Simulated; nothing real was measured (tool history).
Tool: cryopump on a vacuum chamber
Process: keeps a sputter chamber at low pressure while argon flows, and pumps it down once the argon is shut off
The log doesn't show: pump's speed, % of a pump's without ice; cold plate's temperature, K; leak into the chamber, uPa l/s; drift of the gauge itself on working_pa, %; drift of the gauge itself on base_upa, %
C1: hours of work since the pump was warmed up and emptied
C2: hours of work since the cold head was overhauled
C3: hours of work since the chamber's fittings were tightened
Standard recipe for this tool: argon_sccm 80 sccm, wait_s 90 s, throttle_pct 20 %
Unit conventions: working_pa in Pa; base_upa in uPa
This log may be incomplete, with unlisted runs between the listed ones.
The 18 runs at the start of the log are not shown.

Run 19, hour 605.4: usual settings but argon_sccm 69 sccm, wait_s 174 s, throttle_pct 38 %; C1 138; C2 2178; C3 329. Result: working_pa 0.1594 Pa, base_upa 0.83 uPa.
Run 20, hour 631.9: usual settings but argon_sccm 54 sccm, wait_s 174 s, throttle_pct 23 %; C1 161; C2 2200; C3 352. Result: working_pa 0.2053 Pa, base_upa 0.85 uPa.
Run 21, hour 663.2: usual settings but argon_sccm 108 sccm, wait_s 110 s, throttle_pct 21 %; C1 188; C2 2227; C3 379. Result: working_pa 0.4515 Pa, base_upa 1.09 uPa.
Run 22, hour 710: usual settings but argon_sccm 108 sccm, wait_s 110 s, throttle_pct 21 %; C1 228; C2 2268; C3 419. Result: working_pa 0.4553 Pa, base_upa 1.09 uPa.
Run 23, hour 755.5: usual settings but argon_sccm 60 sccm, wait_s 43 s, throttle_pct 17 %; C1 267; C2 2307; C3 458. Result: working_pa 0.3081 Pa, base_upa 2.04 uPa.
Run 24, hour 797.4: usual settings but argon_sccm 66 sccm, wait_s 43 s, throttle_pct 17 %; C1 303; C2 2343; C3 494. Result: working_pa 0.3416 Pa, base_upa 1.94 uPa.
Run 25, hour 821.6: usual settings but argon_sccm 112 sccm, wait_s 43 s, throttle_pct 34 %; C1 324; C2 2363; C3 515. Result: working_pa 0.2993 Pa, base_upa 2.07 uPa.
Run 26, hour 858.7: usual settings but argon_sccm 127 sccm, wait_s 255 s, throttle_pct 41 %; C1 356; C2 2395; C3 547. Result: working_pa 0.2863 Pa, base_upa 0.97 uPa.
Run 27, hour 887.8: usual settings but argon_sccm 89 sccm; C1 381; C2 2420; C3 572. Result: working_pa 0.3962 Pa, base_upa 1.37 uPa.
Run 28, hour 934.1: usual settings but argon_sccm 56 sccm, wait_s 72 s, throttle_pct 17 %; C1 420; C2 2460; C3 611. Result: working_pa 0.2915 Pa, base_upa 1.61 uPa.
Run 29, hour 957.6: usual settings but argon_sccm 47 sccm, wait_s 72 s, throttle_pct 29 %; C1 441; C2 2480; C3 632. Result: working_pa 0.1479 Pa, base_upa 1.75 uPa.
Run 30, hour 995.7: usual settings but argon_sccm 47 sccm, wait_s 256 s, throttle_pct 30 %; C1 473; C2 2513; C3 664. Result: working_pa 0.1441 Pa, base_upa 1.16 uPa.
At hour 1022: pump warmed up, emptied and cooled again.
Run 31, hour 1045.9: usual settings but argon_sccm 38 sccm, throttle_pct 41 %; C1 20; C2 2552; C3 703. Result: working_pa 0.0805 Pa, base_upa 1.42 uPa.
Run 32, hour 1073.3: usual settings but argon_sccm 38 sccm, throttle_pct 41 %; C1 44; C2 2575; C3 727. Result: working_pa 0.0803 Pa, base_upa 1.51 uPa.
Run 33, hour 1108.6: usual settings but argon_sccm 38 sccm, wait_s 29 s, throttle_pct 41 %; C1 74; C2 2606; C3 757. Result: working_pa 0.0814 Pa, base_upa 2.87 uPa.
Run 34, hour 1143.5: usual settings but argon_sccm 140 sccm; C1 104; C2 2636; C3 787. Result: working_pa 0.608 Pa, base_upa 1.53 uPa.

Below are 3 alternative next runs, each starting from the tool's condition after run 34. Predict each:
Run A, hour 1180.4: usual settings but argon_sccm 89 sccm, wait_s 45 s, throttle_pct 37 %; C1 136; C2 2667; C3 819. Result: working_pa ?, base_upa ?.
Run B, hour 1180.4: usual settings but argon_sccm 140 sccm, wait_s 52 s; C1 136; C2 2667; C3 819. Result: working_pa ?, base_upa ?.
Run C, hour 1180.4: usual settings but argon_sccm 140 sccm, wait_s 52 s, throttle_pct 22 %; C1 136; C2 2667; C3 819. Result: working_pa ?, base_upa ?.

run  working_pa  base_upa
  A      0.2125       2.2
  B      0.6109      2.03
  C      0.5549      2.08
With no hidden state in the tool, these same runs would have given:
run  working_pa  base_upa
  A       0.206      1.42
  B      0.6006      1.25
  C      0.5447       1.3
